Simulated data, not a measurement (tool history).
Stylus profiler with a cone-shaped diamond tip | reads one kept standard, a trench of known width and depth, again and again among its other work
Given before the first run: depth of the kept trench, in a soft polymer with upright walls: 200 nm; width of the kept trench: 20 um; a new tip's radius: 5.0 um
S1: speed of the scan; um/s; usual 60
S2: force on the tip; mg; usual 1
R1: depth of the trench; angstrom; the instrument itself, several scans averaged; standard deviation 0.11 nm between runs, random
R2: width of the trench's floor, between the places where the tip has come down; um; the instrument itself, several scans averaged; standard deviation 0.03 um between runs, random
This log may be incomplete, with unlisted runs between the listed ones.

run    hour   S1    S2      R1     R2
  1       0   60     1  2001.4   15.9
         36  -- height scale calibrated on a step standard
  2   115.6   60     1  2014.5  15.81
  3     228   60     1  2015.1  15.78
  4   337.7   60     1  2012.6  15.63
  5   458.8   60     1  2014.5  15.62
  6   554.2   60     1  2012.8  15.56
  7   625.8   60     1  2012.5  15.49
  8   696.8   60     1  2011.4   15.5
  9   789.3   60     1  2010.7   15.5
 10   860.2   60     1  2010.9   15.4
 11   964.7   60     1  2008.7  15.36
 12  1054.8   60     1  2009.7  15.32
 13  1123.7   60     1  2008.2  15.31
 14  1214.8  187     1  2007.8   14.9
 15  1336.7   60     1  2007.4  15.15
 16  1447.9   60     1  2006.6  15.25
 17  1566.9   15  1.25  2008.3  15.32
 18  1689.6   29  0.51    2001  15.11
 19  1779.5   48  2.21  2013.9  15.09
 20  1844.5   55     1  2003.9     15
 21  1964.8   55     1  2006.4  14.93

What does the tool deliver on the next run?
     2006.8  -- height scale calibrated on a step standard
 22  2085.8  55   1   ?   ?

R1: 2014.4 angstrom
R2: 14.9 um
With no hidden state in the tool, this same run would have given R1 2014.3 angstrom, R2 17.03 um.
